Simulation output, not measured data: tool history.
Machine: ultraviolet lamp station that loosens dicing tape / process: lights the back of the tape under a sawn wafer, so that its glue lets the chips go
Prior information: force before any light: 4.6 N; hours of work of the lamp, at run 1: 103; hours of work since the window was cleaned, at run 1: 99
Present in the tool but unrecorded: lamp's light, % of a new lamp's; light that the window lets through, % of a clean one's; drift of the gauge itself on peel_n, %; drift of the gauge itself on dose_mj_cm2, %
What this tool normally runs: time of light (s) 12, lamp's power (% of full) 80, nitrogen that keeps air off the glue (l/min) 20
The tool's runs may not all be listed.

run,hour,time of light (s),lamp's power (% of full),nitrogen that keeps air off the glue (l/min),hours of work of the lamp,hours of work since the window was cleaned,force that peels the tape off (N),light that reached the tape (mJ/cm2)
1,0.0,12,80,20,103,99,0.295,239
2,4.3,12,80,20,105,101,0.275,239
3,11.6,8,80,20,109,104,0.556,157
4,20.3,8,67,20,112,108,0.727,132
5,25.9,16,67,20,115,111,0.246,264
6,34.7,16,67,20,119,115,0.243,263
7,43.2,12,90,20,123,118,0.247,263
8,50.1,12,61,20,126,121,0.416,180
9,59.6,12,61,20,130,126,0.449,178
# hour 60.9: window cleaned of glue's vapour
10,66.4,12,61,20,133,2,0.449,171
11,72.5,12,61,20,135,5,0.453,176
12,76.4,12,80,20,137,7,0.294,227
13,82.3,12,80,20,140,9,0.309,228
14,87.1,12,80,20,142,12,0.297,225
15,91.1,15,69,20,143,13,0.279,244
16,95.2,7,75,8,145,15,1.175,124
17,100.2,7,75,8,147,17,1.207,125
18,108.1,12,80,31,151,21,0.257,228
19,114.9,15,66,31,154,24,0.267,231
# hour 119.1: window cleaned of glue's vapour, once more
20,123.6,12,80,23,158,2,0.260,239
21,131.4,12,80,23,161,5,0.267,239
22,136.5,12,80,23,163,8,0.271,237
23,146.0,12,93,10,167,12,0.310,281
24,152.3,12,93,10,170,15,0.290,278
25,159.9,11,93,10,174,18,0.360,257

Below, some changes in force that peels the tape off (N) between adjacent runs. For each, the amount present without the hidden state too (settings, incoming material, random variation) and the amount remaining for the hidden state with gauge scatter not shared by both compared results:
Run 15 -> 16: time of light (s) 15 -> 7, lamp's power (% of full) 69 -> 75, nitrogen that keeps air off the glue (l/min) 20 -> 8. force that peels the tape off (N) +0.896: hidden state +0.140, all else +0.756.
Run 17 -> 18: time of light (s) 7 -> 12, lamp's power (% of full) 75 -> 80, nitrogen that keeps air off the glue (l/min) 8 -> 31. force that peels the tape off (N) -0.950: hidden state -0.149, all else -0.801.

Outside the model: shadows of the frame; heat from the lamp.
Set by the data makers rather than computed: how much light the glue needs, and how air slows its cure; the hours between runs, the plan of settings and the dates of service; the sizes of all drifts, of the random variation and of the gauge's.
